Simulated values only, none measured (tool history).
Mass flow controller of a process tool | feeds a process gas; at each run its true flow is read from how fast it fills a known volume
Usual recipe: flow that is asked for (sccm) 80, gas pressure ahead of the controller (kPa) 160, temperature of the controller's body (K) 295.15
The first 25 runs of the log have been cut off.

run    hour  flow that is asked for (sccm)  gas pressure ahead of the controller (kPa)  temperature of the controller's body (K)  hours of work since the controller was set to zero  hours of work since the controller was changed  true flow (%)
 26    4944                             30                                         168                                    313.15                                                1598                                            7419             99
 27  5124.5                             30                                         277                                    313.15                                                1721                                            7543          98.07
 28  5331.8                             30                                         277                                    313.15                                                1863                                            7685          98.04
 29  5595.9                             80                                         258                                    299.15                                                2044                                            7865          97.66
 30  5804.5                             80                                         184                                    295.15                                                2187                                            8008          97.77
 31  6081.3                             29                                         158                                    306.15                                                2376                                            8197          97.63
 32  6243.9                             61                                         160                                    295.15                                                2487                                            8309          97.46
 33  6465.8                             15                                         185                                    296.15                                                2639                                            8460          94.27
 34  6577.8                             15                                         185                                    296.15                                                2716                                            8537          94.15
 35  6837.2                             28                                         160                                    294.15                                                2893                                            8714          95.83
 36  7023.2                             80                                         160                                    299.15                                                3020                                            8842          97.98
 37    7232                             38                                         160                                    299.15                                                3163                                            8985          96.87
 38    7361                             70                                         157                                    296.15                                                3252                                            9073          97.47
 39  7624.4                             23                                         278                                    300.15                                                3432                                            9253          94.32
 40  7859.7                             80                                         195                                    310.15                                                3593                                            9414          98.54
 41  7985.9                             44                                         154                                    310.15                                                3679                                            9500          97.89
 42  8133.9                             21                                         184                                    295.15                                                3780                                            9602          93.87
 43  8358.6                             94                                         226                                    295.15                                                3934                                            9755          96.88
 44  8539.1                             94                                         226                                    295.15                                                4058                                            9879          96.85

Predict each of these 3 candidate next runs independently; none follows another, all start after run 44:
  A  8687.3                             17                                         250                                    301.15                                                4159                                            9980              ?
  B  8687.3                             80                                         166                                    295.15                                                4159                                            9980              ?
  C  8687.3                             94                                         181                                    295.15                                                4159                                            9980              ?

run  true flow (%)
  A          92.34
  B           97.1
  C          97.19
Take away the tool's hidden state, keep each run's random variation, and the runs would have read:
run  true flow (%)
  A          99.52
  B           99.9
  C          99.82
